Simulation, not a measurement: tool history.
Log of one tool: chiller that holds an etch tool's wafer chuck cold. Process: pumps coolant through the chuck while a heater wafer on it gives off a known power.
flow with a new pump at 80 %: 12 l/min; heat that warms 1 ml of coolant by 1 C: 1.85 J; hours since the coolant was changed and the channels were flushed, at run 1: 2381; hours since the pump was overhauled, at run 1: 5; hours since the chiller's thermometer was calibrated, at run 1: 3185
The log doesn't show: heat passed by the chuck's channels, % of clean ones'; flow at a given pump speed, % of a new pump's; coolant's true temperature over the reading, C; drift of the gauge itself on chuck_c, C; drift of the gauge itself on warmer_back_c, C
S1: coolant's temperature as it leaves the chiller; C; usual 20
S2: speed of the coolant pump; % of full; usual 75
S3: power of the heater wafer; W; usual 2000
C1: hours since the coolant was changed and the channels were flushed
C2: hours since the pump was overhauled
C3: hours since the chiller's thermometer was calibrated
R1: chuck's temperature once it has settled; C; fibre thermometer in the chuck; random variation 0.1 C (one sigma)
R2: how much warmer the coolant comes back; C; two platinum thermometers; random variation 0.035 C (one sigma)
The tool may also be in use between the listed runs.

run     day  S1  S2    S3    C1    C2    C3    R1    R2
  1       0  20  75  2000  2381     5  3185  40.5  5.84
  2   2.708  20  75  2000  2446    70  3250  40.2   5.8
  3    4.35  20  75  2000  2485   109  3289  40.5  5.88
  4   5.571  20  75  2000  2514   138  3319  40.3  5.81
  5   7.512  18  75  2000  2561   185  3365  38.2  5.85
  6   9.871  18  75  2000  2617   242  3422  38.3  5.79
  7  11.925  18  75  2000  2667   291  3471  38.5  5.79
  8   13.35  20  75  1003  2701   325  3505  30.3  2.88
  9  15.267  20  75  1003  2747   371  3551  30.1  2.88
 10    16.7  11  75  1003  2781   406  3586  21.2  2.84
 11    18.6  11  75  1003  2827   451  3631  21.1  2.85
 12  21.192  11  75  1003  2889   513  3693  21.3  2.88
 13  22.392  20  75  1869  2918   542  3722    39  5.43
 14  24.012  20  75  1869  2957   581  3761  38.8  5.36
 15  26.662  20  75  1869  3020   645  3825    39  5.39
 16  28.171  15  96  1869  3057   681  3861  30.8  4.02
 17  30.946  16  91  2000  3123   747  3928  33.7  4.58
 18  33.733  14  75  2634  3190   814  3994  40.7  7.59
 19  36.225  19  92  2012  3250   874  4054  36.7  4.53
 20  38.296  19  92  2012  3300   924  4104  36.6  4.59
 21  39.508  20  75  1533  3329   953  4133  35.6  4.37
 22  41.325  20  75  1431  3372   997  4177  34.5  4.04
 23  43.846  10  66  1556  3433  1057  4237  27.4  5.11
 24  45.533  10  91  1556  3473  1098  4278  23.8  3.45
 25  47.233  10  91  1556  3514  1138  4318  23.7  3.57
 26  48.825  10  91  1556  3552  1177  4357  23.9  3.47
 27  50.721  20  60  2585  3598  1222  4402  51.2  9.55
 28  51.946  21  67  1345  3627  1251  4432  35.9   4.3

Forecast each of these 3 alternatives for the next run:
  A  54.292  27  68  1296  3684  1308  4488   ?   ?
  B  54.292  11  83  1746  3684  1308  4488   ?   ?
  C  54.292  21  64  1345  3684  1308  4488   ?   ?

run    R1    R2
  A    41  4.03
  B  27.3  4.36
  C  36.6  4.53
Without the tool's hidden state the same runs would have given:
run    R1    R2
  A    41  4.18
  B  27.3  4.51
  C  36.6  4.68

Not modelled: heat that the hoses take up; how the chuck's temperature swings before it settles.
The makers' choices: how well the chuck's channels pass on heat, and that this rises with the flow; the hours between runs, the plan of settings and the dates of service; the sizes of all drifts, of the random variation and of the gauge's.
